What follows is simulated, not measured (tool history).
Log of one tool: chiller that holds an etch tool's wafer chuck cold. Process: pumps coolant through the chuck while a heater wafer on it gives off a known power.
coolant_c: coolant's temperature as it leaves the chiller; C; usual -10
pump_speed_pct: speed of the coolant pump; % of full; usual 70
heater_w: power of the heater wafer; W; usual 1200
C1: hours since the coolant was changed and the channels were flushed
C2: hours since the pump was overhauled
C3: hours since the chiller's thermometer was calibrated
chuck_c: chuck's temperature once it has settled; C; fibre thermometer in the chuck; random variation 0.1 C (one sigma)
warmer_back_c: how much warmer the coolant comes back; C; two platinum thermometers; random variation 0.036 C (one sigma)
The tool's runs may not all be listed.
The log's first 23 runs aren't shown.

{"run": 24, "day": 57.975, "coolant_c": -10, "pump_speed_pct": 70, "heater_w": 1775, "C1": 3995, "C2": 2889, "C3": 112, "chuck_c": 5.9, "warmer_back_c": 9.4}
{"run": 25, "day": 60.262, "coolant_c": -15, "pump_speed_pct": 70, "heater_w": 1660, "C1": 4050, "C2": 2944, "C3": 167, "chuck_c": 0, "warmer_back_c": 8.74}
{"run": 26, "day": 62.367, "coolant_c": -7, "pump_speed_pct": 93, "heater_w": 1039, "C1": 4101, "C2": 2994, "C3": 218, "chuck_c": 0.7, "warmer_back_c": 3.95}
{"run": 27, "day": 64.583, "coolant_c": -7, "pump_speed_pct": 93, "heater_w": 1039, "C1": 4154, "C2": 3048, "C3": 271, "chuck_c": 0.7, "warmer_back_c": 3.94}
{"run": 28, "day": 67.4, "coolant_c": -3, "pump_speed_pct": 99, "heater_w": 1474, "C1": 4221, "C2": 3115, "C3": 339, "chuck_c": 7.2, "warmer_back_c": 5.23}
{"run": 29, "day": 70.292, "coolant_c": -6, "pump_speed_pct": 61, "heater_w": 1732, "C1": 4291, "C2": 3185, "C3": 408, "chuck_c": 11.3, "warmer_back_c": 10.72}
{"run": 30, "day": 73.646, "coolant_c": -11, "pump_speed_pct": 61, "heater_w": 1280, "C1": 4371, "C2": 3265, "C3": 489, "chuck_c": 1.9, "warmer_back_c": 7.93}
{"run": 31, "day": 75.862, "coolant_c": -11, "pump_speed_pct": 61, "heater_w": 1280, "C1": 4424, "C2": 3318, "C3": 542, "chuck_c": 1.6, "warmer_back_c": 7.94}

Forecast each of these 3 alternatives for the next run:
{"run": "A", "day": 78.392, "coolant_c": -12, "pump_speed_pct": 98, "heater_w": 656, "C1": 4485, "C2": 3379, "C3": 602, "chuck_c": "?", "warmer_back_c": "?"}
{"run": "B", "day": 78.392, "coolant_c": -11, "pump_speed_pct": 66, "heater_w": 1097, "C1": 4485, "C2": 3379, "C3": 602, "chuck_c": "?", "warmer_back_c": "?"}
{"run": "C", "day": 78.392, "coolant_c": -6, "pump_speed_pct": 96, "heater_w": 1456, "C1": 4485, "C2": 3379, "C3": 602, "chuck_c": "?", "warmer_back_c": "?"}

run=A chuck_c=-7.5 warmer_back_c=2.37
run=B chuck_c=-0.8 warmer_back_c=6.2
run=C chuck_c=4.5 warmer_back_c=5.32
Without the tool's hidden state the same runs would have given:
run=A chuck_c=-7.5 warmer_back_c=2.37
run=B chuck_c=-0.8 warmer_back_c=6.19
run=C chuck_c=4.5 warmer_back_c=5.32
